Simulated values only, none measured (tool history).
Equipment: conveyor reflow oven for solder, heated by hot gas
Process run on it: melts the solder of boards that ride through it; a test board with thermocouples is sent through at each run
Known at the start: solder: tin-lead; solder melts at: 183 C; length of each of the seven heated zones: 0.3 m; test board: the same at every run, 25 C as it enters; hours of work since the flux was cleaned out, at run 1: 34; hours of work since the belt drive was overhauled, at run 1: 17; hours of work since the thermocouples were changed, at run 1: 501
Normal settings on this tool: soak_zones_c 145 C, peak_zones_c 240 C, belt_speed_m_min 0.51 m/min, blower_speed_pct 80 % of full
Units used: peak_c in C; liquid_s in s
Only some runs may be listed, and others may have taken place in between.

run   hour  soak_zones_c  peak_zones_c  belt_speed_m_min  blower_speed_pct  hours of work since the flux was cleaned out  hours of work since the belt drive was overhauled  hours of work since the thermocouples were changed  peak_c  liquid_s
  1      0           145           240              0.51                80                                            34                                                 17                                                 501   229.8      62.7
  2   37.9           145           240              0.51                80                                            50                                                 33                                                 516   229.5      62.9
  3   59.6           145           240              0.51                80                                            59                                                 42                                                 526   229.8      62.5
  4   88.2           145           240              0.51                80                                            71                                                 54                                                 538   229.7      62.7
  5  114.7           145           240             0.568                80                                            82                                                 65                                                 549   226.5      55.3
  6  160.5           145           240             0.568                80                                           102                                                 84                                                 568   226.6        55
  7    202           145           240             0.414                80                                           119                                                102                                                 585     235      80.1
  8  223.3           145           240             0.414                80                                           128                                                111                                                 594   234.6      80.7
  9  250.1           145           240             0.414                80                                           139                                                122                                                 606   234.5      80.5
 10  288.2           138           240              0.51                80                                           155                                                138                                                 622   228.1      59.9
 11  327.5           138           240              0.51                80                                           172                                                154                                                 638     229      60.2
 12  353.3           138           240              0.51                80                                           183                                                165                                                 649     228        60
 13    398           146           240              0.51                80                                           202                                                184                                                 668   229.6      63.1
     409.2  -- flux residue cleaned out of gas plates and filters
 14  426.7           139           240              0.51                80                                             7                                                194                                                 678   229.2      60.4
 15  472.5           139           240              0.51                80                                            27                                                213                                                 697   228.9      60.8
 16  499.1           145           243              0.51                57                                            38                                                225                                                 708     229      63.1
 17  521.5           154           243              0.51                61                                            47                                                234                                                 718   231.6      66.5
 18  565.4           154           243             0.594                61                                            66                                                252                                                 736   226.6      55.4
     573.2  -- belt drive overhauled, speed set with a stopwatch
 19  615.3           152           236             0.591                52                                            85                                                 18                                                 756   218.3      50.4
     647.2  -- belt drive overhauled, speed set with a stopwatch, once more
 20    648           152           236             0.591                52                                            97                                                  0                                                 768   217.9      49.7
 21    674           153           236             0.433                52                                           108                                                 11                                                 778   227.8      76.8
 22  724.4           153           236             0.433                52                                           129                                                 32                                                 800   226.9      76.1

The next listed run, before its measurement:
 23  759.3           145           245              0.51                80                                           144                                                 47                                                 814       ?         ?

{"run 23": {"peak_c": 234.5, "liquid_s": 65.2}}
On a tool with no hidden condition, and with the same random variation, this run would have come out at peak_c 233 C, liquid_s 64.5 s.

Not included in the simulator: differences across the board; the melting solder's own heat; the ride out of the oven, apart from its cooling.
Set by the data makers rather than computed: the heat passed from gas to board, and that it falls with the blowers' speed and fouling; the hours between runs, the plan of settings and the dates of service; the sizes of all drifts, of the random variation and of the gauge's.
